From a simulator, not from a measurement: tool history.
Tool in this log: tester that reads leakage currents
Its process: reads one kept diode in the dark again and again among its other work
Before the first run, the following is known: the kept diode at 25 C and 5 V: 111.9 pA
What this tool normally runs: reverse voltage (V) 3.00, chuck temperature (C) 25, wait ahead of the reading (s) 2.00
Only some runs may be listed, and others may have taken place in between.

run,day,reverse voltage (V),chuck temperature (C),wait ahead of the reading (s),current that the tester gives (pA)
1,0.000,3.00,25,2.00,106.37
2,0.996,3.00,43,2.00,483.68
3,2.450,3.00,43,2.00,485.43
4,4.312,2.46,43,2.00,457.05
5,5.388,2.46,43,2.00,458.48
6,6.300,2.46,43,2.00,458.25
7,7.971,2.46,43,2.00,462.22
8,8.900,3.00,25,2.00,108.50
9,10.704,3.00,25,2.00,97.26
10,12.596,3.00,25,2.00,97.82
11,14.096,3.00,25,2.00,97.82
12,16.058,3.00,25,2.00,98.51
13,17.658,3.00,25,2.00,98.77
14,19.329,3.00,25,2.00,98.71
15,20.217,3.00,25,2.00,99.53
16,21.600,3.00,54,2.00,1073.23
17,22.642,3.00,25,2.00,100.59
18,24.429,3.00,25,1.88,100.80
19,25.588,3.00,25,1.88,100.69
20,27.450,3.00,25,2.00,98.75
21,29.221,3.00,25,2.00,98.75
22,30.579,3.00,25,2.00,99.63
23,32.000,6.85,25,6.00,129.20
24,33.408,6.85,25,6.00,129.98
25,34.946,6.85,25,6.00,130.10
26,36.342,3.00,27,2.93,119.85
27,38.192,2.49,54,1.78,1030.21
28,39.062,1.08,56,1.78,923.04
29,40.596,5.88,54,0.77,1372.80
30,41.575,5.88,54,0.77,1379.21
31,42.658,5.41,47,4.11,779.25
32,44.217,9.01,40,6.38,526.08
33,46.108,9.01,40,6.38,524.99
34,47.662,8.65,42,3.47,612.88
35,48.879,2.42,55,4.22,1118.46
36,50.108,2.42,55,4.22,1121.89
37,51.442,10.48,57,0.38,2114.30
38,52.321,3.00,25,3.30,103.53
39,53.338,8.68,21,3.30,103.25
40,54.700,5.26,41,0.69,492.87

Put back what was entered between runs (2 entries, withheld): which listed runs does each sit between, and how does the hidden state differ from the listed run before to the listed run after?
Between runs 8 and 9: chuck's temperature calibrated (day 10.104)
  stray current of the dirty probe card, pA a volt: 0.674 -> 0.688; current scale over the true one, %: -0.11 -> -0.12; true chuck temperature over the reading, C: 1.19 -> -0.02
  the result without the hidden state subtracted from the measured one, current that the tester gives (pA): +12.65 -> +1.73
Between runs 19 and 20: probe card cleaned and baked (day 26.975)
  stray current of the dirty probe card, pA a volt: 0.819 -> 0.025; current scale over the true one, %: -0.18 -> -0.19; true chuck temperature over the reading, C: 0.31 -> 0.35
  the result without the hidden state subtracted from the measured one, current that the tester gives (pA): +4.95 -> +2.90
